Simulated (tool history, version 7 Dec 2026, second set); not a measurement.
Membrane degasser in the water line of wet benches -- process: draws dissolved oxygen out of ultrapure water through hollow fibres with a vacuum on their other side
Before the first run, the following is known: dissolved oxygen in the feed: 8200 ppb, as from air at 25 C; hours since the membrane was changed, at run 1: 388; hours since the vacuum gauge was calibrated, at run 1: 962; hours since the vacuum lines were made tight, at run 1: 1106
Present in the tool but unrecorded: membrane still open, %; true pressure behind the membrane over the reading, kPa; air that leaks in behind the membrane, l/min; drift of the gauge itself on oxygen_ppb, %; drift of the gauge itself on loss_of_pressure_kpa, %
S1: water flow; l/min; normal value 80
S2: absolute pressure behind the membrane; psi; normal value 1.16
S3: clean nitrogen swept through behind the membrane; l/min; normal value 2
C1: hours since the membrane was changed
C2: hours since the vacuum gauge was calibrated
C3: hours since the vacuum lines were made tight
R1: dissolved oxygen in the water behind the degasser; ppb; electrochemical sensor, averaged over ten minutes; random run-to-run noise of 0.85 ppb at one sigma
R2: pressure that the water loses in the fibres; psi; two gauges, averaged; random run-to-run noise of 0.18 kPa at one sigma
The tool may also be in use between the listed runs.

run,day,S1,S2,S3,C1,C2,C3,R1,R2
1,0,80,1.16,2,388,962,1106,376.7,4.735
2,2.117,69,1.16,2,438,1013,1157,331.1,4.121
3,4.125,80,1.16,2,487,1061,1205,375.9,4.721
4,6.075,80,1.16,2,533,1108,1252,374.6,4.775
5,7.55,80,1.16,2,569,1144,1287,378.1,4.747
6,8.471,80,1.16,2,591,1166,1310,377.2,4.773
7,9.833,80,1.16,2,624,1199,1342,376.9,4.764
8,11.283,80,1.16,2,658,1233,1377,376.9,4.735
9,13.033,80,1.16,2,700,1275,1419,379.2,4.75
10,14.325,80,1.16,2,731,1306,1450,377.2,4.698
11,15.262,80,1.16,2,754,1329,1473,379.3,4.773
12,16.783,80,1.16,2,790,1365,1509,377.7,4.743
13,18.779,80,1.16,5.74,838,1413,1557,157.5,4.811
14,20.012,80,1.16,2,868,1443,1587,379.7,4.821
15,21.179,80,1.16,2,896,1471,1615,380.1,4.738
16,23.15,80,1.16,2,943,1518,1662,380.6,4.741
17,25.262,80,1.16,2,994,1569,1712,380.9,4.789
18,27.304,80,1.23,2,1043,1618,1762,416.9,4.772
# day 28.021: gauge calibrated
19,28.633,80,1.23,2,1075,1650,1793,410.7,4.766
20,29.854,94,0.706,3.16,1104,1679,1823,116,5.569
21,31.004,59,2.046,3.11,1132,1707,1850,443.5,3.522
22,33.029,59,2.046,3.11,1180,1755,1899,444.1,3.522
23,35.004,112,2.476,4,1228,1803,1946,789.2,6.664
24,36.829,112,1.233,4,1272,1846,1990,334.3,6.638
25,38.179,60,1.015,4.35,1304,1879,2023,121,3.581
26,39.4,83,2.843,3.04,1333,1908,2052,879.4,4.944
27,40.879,83,2.843,3.04,1369,1944,2087,881.9,5.011
28,41.942,61,0.728,2,1394,1969,2113,117.6,3.643
29,43.571,65,2.637,4.23,1433,2008,2152,503.3,3.884
30,45.612,65,2.637,4.23,1482,2057,2201,503.1,3.864
31,47.262,65,2.637,4.23,1522,2097,2241,503.8,3.887

4 options for the next run, each taken on its own from the tool as it stands now. Forecast them:
A,48.729,65,1.607,1.22,1557,2132,2276,?,?
B,48.729,118,1.404,2,1557,2132,2276,?,?
C,48.729,65,1.465,2.49,1557,2132,2276,?,?
D,48.729,65,0.703,4.23,1557,2132,2276,?,?

run,R1,R2
A,745.4,3.899
B,692.3,7.037
C,379,3.842
D,59.6,3.835
Stripped of hidden state, with their random variation kept, the same runs would have yielded:
run,R1,R2
A,737.6,3.897
B,685,7.036
C,375,3.842
D,59,3.833

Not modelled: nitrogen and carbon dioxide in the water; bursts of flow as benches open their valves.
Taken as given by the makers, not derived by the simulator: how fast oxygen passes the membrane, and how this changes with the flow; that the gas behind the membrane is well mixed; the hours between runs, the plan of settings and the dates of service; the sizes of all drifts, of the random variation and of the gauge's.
